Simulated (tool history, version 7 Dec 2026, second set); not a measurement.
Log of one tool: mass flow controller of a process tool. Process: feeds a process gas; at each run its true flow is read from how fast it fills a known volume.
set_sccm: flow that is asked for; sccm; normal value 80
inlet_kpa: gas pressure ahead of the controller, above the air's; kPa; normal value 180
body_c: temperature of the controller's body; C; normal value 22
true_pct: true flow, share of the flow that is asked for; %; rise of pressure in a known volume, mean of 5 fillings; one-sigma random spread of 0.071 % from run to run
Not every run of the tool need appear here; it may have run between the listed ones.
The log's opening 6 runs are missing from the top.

| run | hour | set_sccm | inlet_kpa | body_c | hours of work since the controller was set to zero | hours of work since the controller was changed | true_pct |
|---|---|---|---|---|---|---|---|
| 7 | 1110.6 | 90 | 180 | 22 | 1711 | 1711 | 100.29 |
| 8 | 1344.7 | 80 | 180 | 37 | 1791 | 1791 | 98.47 |
| 9 | 1528.9 | 80 | 180 | 22 | 1853 | 1853 | 100.19 |
| 10 | 1646.9 | 80 | 180 | 22 | 1893 | 1893 | 100.24 |
| 11 | 1812.7 | 80 | 180 | 22 | 1949 | 1949 | 100.17 |
| 12 | 2007.2 | 80 | 149 | 22 | 2015 | 2015 | 100.26 |
| 13 | 2180.4 | 80 | 149 | 22 | 2074 | 2074 | 100.29 |
|  | 2200.8 | controller's zero set anew |
| 14 | 2295.3 | 80 | 180 | 22 | 32 | 2113 | 100.1 |
| 15 | 2502 | 80 | 180 | 22 | 102 | 2183 | 100.24 |
| 16 | 2616.1 | 41 | 267 | 30 | 141 | 2222 | 99.33 |
| 17 | 2817.5 | 14 | 173 | 38 | 209 | 2290 | 99.27 |
|  | 3028.5 | controller's zero set anew, once more |
| 18 | 3031.1 | 34 | 257 | 20 | 1 | 2362 | 100.16 |
| 19 | 3201.9 | 80 | 150 | 38 | 59 | 2420 | 98.26 |
| 20 | 3407.3 | 15 | 232 | 32 | 129 | 2490 | 98.92 |
| 21 | 3536.4 | 80 | 141 | 27 | 172 | 2534 | 99.44 |
| 22 | 3717.3 | 80 | 141 | 27 | 234 | 2595 | 99.39 |
| 23 | 3814.4 | 80 | 141 | 27 | 267 | 2628 | 99.49 |
| 24 | 3981.8 | 80 | 234 | 29 | 323 | 2685 | 99.23 |
| 25 | 4186.7 | 80 | 234 | 29 | 393 | 2754 | 99.19 |
| 26 | 4359.7 | 80 | 262 | 21 | 452 | 2813 | 100.15 |
| 27 | 4471 | 56 | 197 | 28 | 489 | 2851 | 99.32 |
| 28 | 4679.1 | 56 | 197 | 28 | 560 | 2921 | 99.3 |
| 29 | 4898.4 | 36 | 240 | 22 | 634 | 2996 | 99.92 |
| 30 | 5003.9 | 36 | 240 | 30 | 670 | 3032 | 99.15 |

Below are 4 alternative next runs, each starting from the tool's condition after run 30. Predict each:
| A | 5124.4 | 46 | 180 | 22 | 711 | 3072 | ? |
| B | 5124.4 | 80 | 180 | 31 | 711 | 3072 | ? |
| C | 5124.4 | 31 | 221 | 32 | 711 | 3072 | ? |
| D | 5124.4 | 36 | 240 | 30 | 711 | 3072 | ? |

| run | true_pct |
|---|---|
| A | 99.85 |
| B | 98.88 |
| C | 98.98 |
| D | 99.06 |
With no hidden state in the tool, these same runs would have given:
| run | true_pct |
|---|---|
| A | 100.09 |
| B | 99.2 |
| C | 99.12 |
| D | 99.24 |
